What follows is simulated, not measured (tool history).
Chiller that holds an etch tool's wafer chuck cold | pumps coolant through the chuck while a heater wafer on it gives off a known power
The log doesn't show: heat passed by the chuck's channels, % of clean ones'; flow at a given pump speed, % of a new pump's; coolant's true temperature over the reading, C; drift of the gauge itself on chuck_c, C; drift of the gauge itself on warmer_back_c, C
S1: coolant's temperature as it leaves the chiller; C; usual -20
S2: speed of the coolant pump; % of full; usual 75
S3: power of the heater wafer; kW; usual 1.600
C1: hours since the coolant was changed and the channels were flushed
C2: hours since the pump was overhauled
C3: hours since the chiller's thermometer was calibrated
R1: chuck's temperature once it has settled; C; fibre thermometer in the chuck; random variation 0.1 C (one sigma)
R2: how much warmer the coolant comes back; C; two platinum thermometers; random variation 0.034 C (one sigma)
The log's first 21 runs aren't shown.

{"run": 22, "hour": 461.2, "S1": -16, "S2": 93, "S3": 1.6, "C1": 2564, "C2": 1122, "C3": 3066, "R1": -6.8, "R2": 4.29}
{"run": 23, "hour": 490.6, "S1": -20, "S2": 75, "S3": 1.372, "C1": 2594, "C2": 1151, "C3": 3096, "R1": -11.0, "R2": 4.58}
{"run": 24, "hour": 507.7, "S1": -20, "S2": 75, "S3": 1.372, "C1": 2611, "C2": 1168, "C3": 3113, "R1": -10.8, "R2": 4.64}
{"run": 25, "hour": 534.1, "S1": -16, "S2": 75, "S3": 1.6, "C1": 2637, "C2": 1195, "C3": 3139, "R1": -5.4, "R2": 5.42}
{"run": 26, "hour": 565.5, "S1": -16, "S2": 75, "S3": 1.6, "C1": 2669, "C2": 1226, "C3": 3170, "R1": -5.3, "R2": 5.37}
{"run": 27, "hour": 587.8, "S1": -15, "S2": 82, "S3": 1.273, "C1": 2691, "C2": 1248, "C3": 3193, "R1": -7.0, "R2": 4.02}
{"run": 28, "hour": 612.5, "S1": -21, "S2": 86, "S3": 1.39, "C1": 2716, "C2": 1273, "C3": 3217, "R1": -12.6, "R2": 4.17}
{"hour": 620.1, "done": "gauge calibrated"}
{"run": 29, "hour": 632.0, "S1": -21, "S2": 86, "S3": 1.39, "C1": 2735, "C2": 1293, "C3": 3237, "R1": -12.4, "R2": 3.81}
{"run": 30, "hour": 664.5, "S1": -17, "S2": 86, "S3": 1.305, "C1": 2768, "C2": 1325, "C3": 3269, "R1": -9.2, "R2": 3.67}
{"run": 31, "hour": 690.0, "S1": -17, "S2": 71, "S3": 1.141, "C1": 2793, "C2": 1351, "C3": 3295, "R1": -9.2, "R2": 3.87}

5 ways to go on from here, each from the tool as it stands after run 31. What would each give?
{"run": "A", "hour": 720.4, "S1": -17, "S2": 71, "S3": 0.968, "C1": 2824, "C2": 1381, "C3": 3325, "R1": "?", "R2": "?"}
{"run": "B", "hour": 720.4, "S1": -15, "S2": 70, "S3": 1.342, "C1": 2824, "C2": 1381, "C3": 3325, "R1": "?", "R2": "?"}
{"run": "C", "hour": 720.4, "S1": -29, "S2": 61, "S3": 2.255, "C1": 2824, "C2": 1381, "C3": 3325, "R1": "?", "R2": "?"}
{"run": "D", "hour": 720.4, "S1": -12, "S2": 71, "S3": 1.141, "C1": 2824, "C2": 1381, "C3": 3325, "R1": "?", "R2": "?"}
{"run": "E", "hour": 720.4, "S1": -17, "S2": 72, "S3": 1.16, "C1": 2824, "C2": 1381, "C3": 3325, "R1": "?", "R2": "?"}

run=A R1=-10.4 R2=3.36
run=B R1=-5.7 R2=4.67
run=C R1=-12.1 R2=9.04
run=D R1=-4.3 R2=3.90
run=E R1=-9.0 R2=3.98
Without the tool's hidden state the same runs would have given:
run=A R1=-10.4 R2=3.31
run=B R1=-5.7 R2=4.62
run=C R1=-12.2 R2=8.99
run=D R1=-4.3 R2=3.85
run=E R1=-9.0 R2=3.93
